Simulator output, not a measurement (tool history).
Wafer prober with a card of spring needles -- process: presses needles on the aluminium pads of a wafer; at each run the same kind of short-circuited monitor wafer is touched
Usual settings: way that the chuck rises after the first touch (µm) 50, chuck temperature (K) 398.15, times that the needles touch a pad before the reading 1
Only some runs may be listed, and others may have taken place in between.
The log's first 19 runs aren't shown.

run,day,way that the chuck rises after the first touch (µm),chuck temperature (K),times that the needles touch a pad before the reading,resistance of one needle with its contact and lead (mohm),way that a needle slides on the pad (µm)
20,4.888,48,306.15,3,147,9.34
21,5.171,50,316.15,2,158,9.75
22,5.554,35,398.15,1,208,6.8
# day 5.658: tips cleaned on abrasive film
23,5.921,50,344.15,1,162,9.7
24,6.112,41,335.15,1,180,7.96
25,6.292,41,335.15,1,184,7.92
26,6.55,41,335.15,1,184,7.99
27,6.912,50,398.15,3,164,9.74
# day 6.967: tips cleaned on abrasive film
28,7.121,50,367.15,2,156,9.7
29,7.504,50,367.15,2,164,9.69
30,7.8,32,398.15,2,197,6.17
31,8.092,50,310.15,2,158,9.72
# day 8.267: tips cleaned on abrasive film
32,8.308,50,310.15,2,146,9.69
33,8.679,50,310.15,2,154,9.68
34,8.846,31,361.15,1,212,5.98

Forecast each of these 3 alternatives for the next run:
A,9.179,37,347.15,1,?,?
B,9.179,35,323.15,1,?,?
C,9.179,37,373.15,1,?,?

run,resistance of one needle with its contact and lead (mohm),way that a needle slides on the pad (µm)
A,194,7.14
B,199,6.81
C,198,7.14
Without the tool's unlogged condition, the same runs would have read:
run,resistance of one needle with its contact and lead (mohm),way that a needle slides on the pad (µm)
A,149,7.25
B,148,6.93
C,155,7.26
